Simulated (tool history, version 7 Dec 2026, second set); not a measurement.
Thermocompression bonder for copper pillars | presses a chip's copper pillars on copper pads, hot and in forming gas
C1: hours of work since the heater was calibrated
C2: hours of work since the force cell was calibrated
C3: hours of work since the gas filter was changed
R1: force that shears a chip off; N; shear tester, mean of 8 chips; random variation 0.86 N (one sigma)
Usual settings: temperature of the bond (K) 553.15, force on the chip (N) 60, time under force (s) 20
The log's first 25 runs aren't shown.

{"run": 26, "hour": 1069.8, "temperature of the bond (K)": 526.15, "force on the chip (N)": 48, "time under force (s)": 16, "C1": 155, "C2": 293, "C3": 67, "R1": 45.5}
{"run": 27, "hour": 1124.8, "temperature of the bond (K)": 529.15, "force on the chip (N)": 70, "time under force (s)": 20, "C1": 198, "C2": 336, "C3": 109, "R1": 63.1}
{"run": 28, "hour": 1180.3, "temperature of the bond (K)": 547.15, "force on the chip (N)": 70, "time under force (s)": 55, "C1": 241, "C2": 379, "C3": 152, "R1": 86.8}
{"run": 29, "hour": 1236.9, "temperature of the bond (K)": 547.15, "force on the chip (N)": 70, "time under force (s)": 55, "C1": 285, "C2": 422, "C3": 196, "R1": 88.2}
{"run": 30, "hour": 1273.7, "temperature of the bond (K)": 547.15, "force on the chip (N)": 70, "time under force (s)": 55, "C1": 313, "C2": 451, "C3": 224, "R1": 88.4}
{"run": 31, "hour": 1311.8, "temperature of the bond (K)": 524.15, "force on the chip (N)": 79, "time under force (s)": 39, "C1": 343, "C2": 480, "C3": 254, "R1": 75.2}
{"run": 32, "hour": 1360.2, "temperature of the bond (K)": 578.15, "force on the chip (N)": 79, "time under force (s)": 40, "C1": 380, "C2": 518, "C3": 291, "R1": 95.3}
{"run": 33, "hour": 1404.8, "temperature of the bond (K)": 563.15, "force on the chip (N)": 62, "time under force (s)": 32, "C1": 414, "C2": 552, "C3": 326, "R1": 83.8}
{"run": 34, "hour": 1458.3, "temperature of the bond (K)": 563.15, "force on the chip (N)": 62, "time under force (s)": 32, "C1": 456, "C2": 594, "C3": 367, "R1": 82.8}
{"run": 35, "hour": 1487.8, "temperature of the bond (K)": 547.15, "force on the chip (N)": 60, "time under force (s)": 20, "C1": 479, "C2": 616, "C3": 390, "R1": 66.0}
{"hour": 1503.0, "done": "forming gas filter changed"}
{"run": 36, "hour": 1545.2, "temperature of the bond (K)": 568.15, "force on the chip (N)": 64, "time under force (s)": 11, "C1": 523, "C2": 660, "C3": 33, "R1": 67.5}
{"hour": 1558.2, "done": "heater calibrated with a thermocouple chip"}
{"run": 37, "hour": 1588.5, "temperature of the bond (K)": 568.15, "force on the chip (N)": 64, "time under force (s)": 11, "C1": 23, "C2": 692, "C3": 65, "R1": 67.5}
{"run": 38, "hour": 1618.3, "temperature of the bond (K)": 574.15, "force on the chip (N)": 82, "time under force (s)": 13, "C1": 46, "C2": 715, "C3": 88, "R1": 78.7}
{"run": 39, "hour": 1642.4, "temperature of the bond (K)": 548.15, "force on the chip (N)": 50, "time under force (s)": 36, "C1": 65, "C2": 734, "C3": 106, "R1": 73.2}

Forecast each of these 3 alternatives for the next run:
{"run": "A", "hour": 1694.6, "temperature of the bond (K)": 540.15, "force on the chip (N)": 55, "time under force (s)": 11, "C1": 106, "C2": 774, "C3": 147, "R1": "?"}
{"run": "B", "hour": 1694.6, "temperature of the bond (K)": 527.15, "force on the chip (N)": 45, "time under force (s)": 36, "C1": 106, "C2": 774, "C3": 147, "R1": "?"}
{"run": "C", "hour": 1694.6, "temperature of the bond (K)": 560.15, "force on the chip (N)": 53, "time under force (s)": 22, "C1": 106, "C2": 774, "C3": 147, "R1": "?"}

run=A R1=50.8
run=B R1=59.3
run=C R1=71.8
Without the tool's hidden state the same runs would have given:
run=A R1=50.9
run=B R1=59.6
run=C R1=72.1
